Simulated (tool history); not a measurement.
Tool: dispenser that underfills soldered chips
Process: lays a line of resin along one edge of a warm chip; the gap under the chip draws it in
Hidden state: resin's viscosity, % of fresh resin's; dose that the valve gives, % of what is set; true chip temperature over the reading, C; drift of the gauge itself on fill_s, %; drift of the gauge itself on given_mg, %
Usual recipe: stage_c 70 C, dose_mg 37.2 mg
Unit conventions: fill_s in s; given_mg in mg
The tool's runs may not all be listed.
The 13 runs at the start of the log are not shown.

run	hour	stage_c	dose_mg	hours of work since the syringe was changed	hours of work since the valve was cleaned	hours of work since the stage was calibrated	fill_s	given_mg
# hour 105.2: new syringe of resin
14	106.6	70	37.2	1	97	112	54.3	34.45
# hour 114.3: new syringe of resin
15	117.1	70	37.2	2	104	119	58.1	34.33
# hour 123.5: new syringe of resin
16	124.5	70	37.2	1	109	124	53.9	34.24
17	129.8	70	37.2	4	112	127	68.9	34.04
# hour 132.8: new syringe of resin
# hour 141.7: new syringe of resin
# hour 142.7: dispensing valve cleaned and set on the balance
18	143.1	70	34.5	0	0	135	53.3	34.6
# hour 152.2: new syringe of resin
19	152.2	59	43.5	0	6	141	74.5	43.67
20	158.2	60	35.6	4	10	145	99.5	35.37
# hour 161.1: new syringe of resin
# hour 169.7: new syringe of resin
21	169.7	74	35.2	0	17	152	43.5	34.71

The next listed run, before its measurement:
# hour 179.4: new syringe of resin
22	181.4	62	38.3	1	25	160	?	?

fill_s: 75.9 s
given_mg: 37.57 mg
If the tool had no hidden condition, the same run with the same run-to-run variation would have returned fill_s 66.3 s, given_mg 38.27 mg.
